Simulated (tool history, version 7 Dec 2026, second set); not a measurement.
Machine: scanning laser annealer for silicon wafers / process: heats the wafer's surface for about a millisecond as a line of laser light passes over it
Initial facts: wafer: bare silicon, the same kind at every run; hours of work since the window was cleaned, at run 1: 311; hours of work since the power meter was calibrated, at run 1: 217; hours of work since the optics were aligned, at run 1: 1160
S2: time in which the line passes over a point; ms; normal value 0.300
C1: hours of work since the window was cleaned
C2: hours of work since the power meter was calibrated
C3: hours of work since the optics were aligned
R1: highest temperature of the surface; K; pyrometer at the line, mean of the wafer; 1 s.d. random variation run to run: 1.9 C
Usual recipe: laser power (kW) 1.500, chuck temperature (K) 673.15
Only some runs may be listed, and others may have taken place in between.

run 1 hour=0.0 | laser_power_(kW)=1.500 S2=0.300 chuck_temperature_(K)=673.15 | C1=311 C2=217 C3=1160 | R1=1474.15
run 2 hour=15.0 | laser_power_(kW)=1.500 S2=0.300 chuck_temperature_(K)=673.15 | C1=321 C2=227 C3=1170 | R1=1479.15
run 3 hour=28.3 | laser_power_(kW)=1.500 S2=0.300 chuck_temperature_(K)=673.15 | C1=330 C2=236 C3=1179 | R1=1480.15
run 4 hour=50.4 | laser_power_(kW)=1.500 S2=0.300 chuck_temperature_(K)=673.15 | C1=345 C2=251 C3=1193 | R1=1480.15
run 5 hour=67.4 | laser_power_(kW)=1.500 S2=0.300 chuck_temperature_(K)=673.15 | C1=356 C2=262 C3=1205 | R1=1475.15
run 6 hour=86.9 | laser_power_(kW)=1.500 S2=0.300 chuck_temperature_(K)=673.15 | C1=370 C2=275 C3=1218 | R1=1477.15
run 7 hour=106.7 | laser_power_(kW)=1.500 S2=0.300 chuck_temperature_(K)=673.15 | C1=383 C2=289 C3=1231 | R1=1477.15
run 8 hour=127.8 | laser_power_(kW)=1.490 S2=0.300 chuck_temperature_(K)=698.15 | C1=397 C2=303 C3=1245 | R1=1495.15
run 9 hour=145.9 | laser_power_(kW)=1.490 S2=0.300 chuck_temperature_(K)=698.15 | C1=409 C2=315 C3=1257 | R1=1499.15
run 10 hour=158.8 | laser_power_(kW)=1.339 S2=0.305 chuck_temperature_(K)=659.15 | C1=418 C2=324 C3=1266 | R1=1373.15
run 11 hour=174.5 | laser_power_(kW)=1.313 S2=0.305 chuck_temperature_(K)=659.15 | C1=428 C2=334 C3=1277 | R1=1355.15
run 12 hour=188.4 | laser_power_(kW)=1.532 S2=0.217 chuck_temperature_(K)=649.15 | C1=437 C2=343 C3=1286 | R1=1352.15
run 13 hour=206.7 | laser_power_(kW)=1.340 S2=0.272 chuck_temperature_(K)=684.15 | C1=450 C2=356 C3=1298 | R1=1357.15

Below are 4 alternative next runs, each starting from the tool's condition after run 13. Predict each:
run A hour=218.4 | laser_power_(kW)=1.348 S2=0.300 chuck_temperature_(K)=673.15 | C1=458 C2=363 C3=1306 | R1=?
run B hour=218.4 | laser_power_(kW)=1.552 S2=0.294 chuck_temperature_(K)=642.15 | C1=458 C2=363 C3=1306 | R1=?
run C hour=218.4 | laser_power_(kW)=1.514 S2=0.326 chuck_temperature_(K)=689.15 | C1=458 C2=363 C3=1306 | R1=?
run D hour=218.4 | laser_power_(kW)=1.500 S2=0.300 chuck_temperature_(K)=684.15 | C1=458 C2=363 C3=1306 | R1=?

run=A R1=1384.15
run=B R1=1468.15
run=C R1=1538.15
run=D R1=1489.15
Had the tool no hidden state, the same runs would have come out as:
run=A R1=1384.15
run=B R1=1468.15
run=C R1=1538.15
run=D R1=1489.15
